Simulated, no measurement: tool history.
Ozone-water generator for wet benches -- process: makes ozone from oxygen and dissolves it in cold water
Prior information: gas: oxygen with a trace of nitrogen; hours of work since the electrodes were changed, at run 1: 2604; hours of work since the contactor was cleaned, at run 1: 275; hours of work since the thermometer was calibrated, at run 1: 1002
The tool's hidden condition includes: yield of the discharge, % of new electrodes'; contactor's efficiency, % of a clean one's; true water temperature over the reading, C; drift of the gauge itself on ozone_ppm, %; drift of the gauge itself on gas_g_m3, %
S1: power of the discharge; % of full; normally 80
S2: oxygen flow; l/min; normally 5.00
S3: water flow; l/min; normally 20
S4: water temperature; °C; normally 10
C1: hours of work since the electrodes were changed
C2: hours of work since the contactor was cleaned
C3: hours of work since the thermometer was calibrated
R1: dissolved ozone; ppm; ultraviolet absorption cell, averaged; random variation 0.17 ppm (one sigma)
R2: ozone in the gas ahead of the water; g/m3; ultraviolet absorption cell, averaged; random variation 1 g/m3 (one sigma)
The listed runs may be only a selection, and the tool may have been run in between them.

{"run": 1, "day": 0.0, "S1": 80, "S2": 5.0, "S3": 20, "S4": 10, "C1": 2604, "C2": 275, "C3": 1002, "R1": 20.6, "R2": 171.7}
{"run": 2, "day": 1.662, "S1": 80, "S2": 5.0, "S3": 20, "S4": 10, "C1": 2642, "C2": 313, "C3": 1040, "R1": 20.7, "R2": 174.5}
{"run": 3, "day": 3.658, "S1": 80, "S2": 5.0, "S3": 20, "S4": 10, "C1": 2687, "C2": 359, "C3": 1085, "R1": 21.1, "R2": 171.8}
{"run": 4, "day": 6.321, "S1": 80, "S2": 5.0, "S3": 20, "S4": 10, "C1": 2748, "C2": 420, "C3": 1146, "R1": 20.5, "R2": 173.0}
{"run": 5, "day": 8.788, "S1": 80, "S2": 5.0, "S3": 20, "S4": 9, "C1": 2804, "C2": 476, "C3": 1202, "R1": 20.9, "R2": 171.1}
{"run": 6, "day": 10.821, "S1": 80, "S2": 5.0, "S3": 20, "S4": 9, "C1": 2850, "C2": 522, "C3": 1249, "R1": 20.9, "R2": 169.7}
{"run": 7, "day": 12.104, "S1": 80, "S2": 5.0, "S3": 20, "S4": 9, "C1": 2880, "C2": 551, "C3": 1278, "R1": 21.0, "R2": 172.5}
{"run": 8, "day": 14.158, "S1": 80, "S2": 5.0, "S3": 20, "S4": 9, "C1": 2926, "C2": 598, "C3": 1325, "R1": 21.0, "R2": 171.6}
{"run": 9, "day": 15.546, "S1": 80, "S2": 5.0, "S3": 20, "S4": 10, "C1": 2958, "C2": 630, "C3": 1356, "R1": 20.6, "R2": 170.1}
{"run": 10, "day": 17.412, "S1": 80, "S2": 5.0, "S3": 20, "S4": 10, "C1": 3001, "C2": 672, "C3": 1399, "R1": 20.7, "R2": 171.8}
{"run": 11, "day": 19.988, "S1": 80, "S2": 5.0, "S3": 20, "S4": 10, "C1": 3059, "C2": 731, "C3": 1458, "R1": 20.7, "R2": 171.5}
{"run": 12, "day": 21.908, "S1": 80, "S2": 5.0, "S3": 20, "S4": 10, "C1": 3103, "C2": 775, "C3": 1502, "R1": 20.4, "R2": 170.4}
{"run": 13, "day": 23.608, "S1": 80, "S2": 5.0, "S3": 20, "S4": 10, "C1": 3142, "C2": 814, "C3": 1540, "R1": 20.3, "R2": 170.0}
{"run": 14, "day": 25.621, "S1": 50, "S2": 5.0, "S3": 20, "S4": 10, "C1": 3188, "C2": 860, "C3": 1586, "R1": 14.3, "R2": 118.8}
{"run": 15, "day": 27.071, "S1": 82, "S2": 5.19, "S3": 14, "S4": 14, "C1": 3221, "C2": 893, "C3": 1619, "R1": 25.4, "R2": 169.6}
{"run": 16, "day": 29.604, "S1": 46, "S2": 7.06, "S3": 24, "S4": 8, "C1": 3279, "C2": 950, "C3": 1677, "R1": 12.6, "R2": 94.4}
{"run": 17, "day": 31.929, "S1": 46, "S2": 7.06, "S3": 20, "S4": 9, "C1": 3332, "C2": 1003, "C3": 1730, "R1": 14.0, "R2": 93.8}
{"run": 18, "day": 33.588, "S1": 46, "S2": 3.17, "S3": 20, "S4": 9, "C1": 3369, "C2": 1041, "C3": 1768, "R1": 12.6, "R2": 138.1}
{"run": 19, "day": 36.05, "S1": 51, "S2": 5.0, "S3": 18, "S4": 6, "C1": 3426, "C2": 1097, "C3": 1824, "R1": 16.4, "R2": 120.8}
{"run": 20, "day": 37.246, "S1": 92, "S2": 5.0, "S3": 17, "S4": 11, "C1": 3453, "C2": 1125, "C3": 1851, "R1": 25.5, "R2": 187.6}
{"run": 21, "day": 40.092, "S1": 80, "S2": 5.17, "S3": 16, "S4": 14, "C1": 3518, "C2": 1190, "C3": 1916, "R1": 22.4, "R2": 166.1}
{"run": 22, "day": 41.379, "S1": 80, "S2": 3.83, "S3": 21, "S4": 9, "C1": 3547, "C2": 1219, "C3": 1946, "R1": 18.5, "R2": 191.8}
{"run": 23, "day": 42.908, "S1": 80, "S2": 5.0, "S3": 30, "S4": 10, "C1": 3582, "C2": 1254, "C3": 1980, "R1": 14.4, "R2": 167.4}
{"run": 24, "day": 44.229, "S1": 46, "S2": 2.87, "S3": 22, "S4": 10, "C1": 3612, "C2": 1284, "C3": 2011, "R1": 10.6, "R2": 147.0}
{"run": 25, "day": 46.971, "S1": 46, "S2": 2.87, "S3": 22, "S4": 10, "C1": 3675, "C2": 1346, "C3": 2073, "R1": 11.0, "R2": 146.0}
{"run": 26, "day": 48.883, "S1": 46, "S2": 3.66, "S3": 22, "S4": 10, "C1": 3718, "C2": 1390, "C3": 2117, "R1": 11.4, "R2": 129.2}
{"run": 27, "day": 51.779, "S1": 75, "S2": 5.97, "S3": 23, "S4": 10, "C1": 3784, "C2": 1456, "C3": 2183, "R1": 17.4, "R2": 147.0}

5 ways to go on from here, each from the tool as it stands after run 27. What would each give?
{"run": "A", "day": 54.033, "S1": 80, "S2": 5.0, "S3": 12, "S4": 13, "C1": 3836, "C2": 1508, "C3": 2234, "R1": "?", "R2": "?"}
{"run": "B", "day": 54.033, "S1": 64, "S2": 5.97, "S3": 20, "S4": 10, "C1": 3836, "C2": 1508, "C3": 2234, "R1": "?", "R2": "?"}
{"run": "C", "day": 54.033, "S1": 80, "S2": 5.0, "S3": 19, "S4": 8, "C1": 3836, "C2": 1508, "C3": 2234, "R1": "?", "R2": "?"}
{"run": "D", "day": 54.033, "S1": 93, "S2": 5.0, "S3": 20, "S4": 10, "C1": 3836, "C2": 1508, "C3": 2234, "R1": "?", "R2": "?"}
{"run": "E", "day": 54.033, "S1": 80, "S2": 2.87, "S3": 20, "S4": 10, "C1": 3836, "C2": 1508, "C3": 2234, "R1": "?", "R2": "?"}

run=A R1=26.9 R2=166.2
run=B R1=17.5 R2=129.7
run=C R1=21.4 R2=166.7
run=D R1=22.3 R2=187.2
run=E R1=17.9 R2=219.5
With no hidden state in the tool, these same runs would have given:
run=A R1=30.0 R2=182.2
run=B R1=19.3 R2=140.1
run=C R1=23.8 R2=182.7
run=D R1=25.2 R2=207.2
run=E R1=20.0 R2=240.7

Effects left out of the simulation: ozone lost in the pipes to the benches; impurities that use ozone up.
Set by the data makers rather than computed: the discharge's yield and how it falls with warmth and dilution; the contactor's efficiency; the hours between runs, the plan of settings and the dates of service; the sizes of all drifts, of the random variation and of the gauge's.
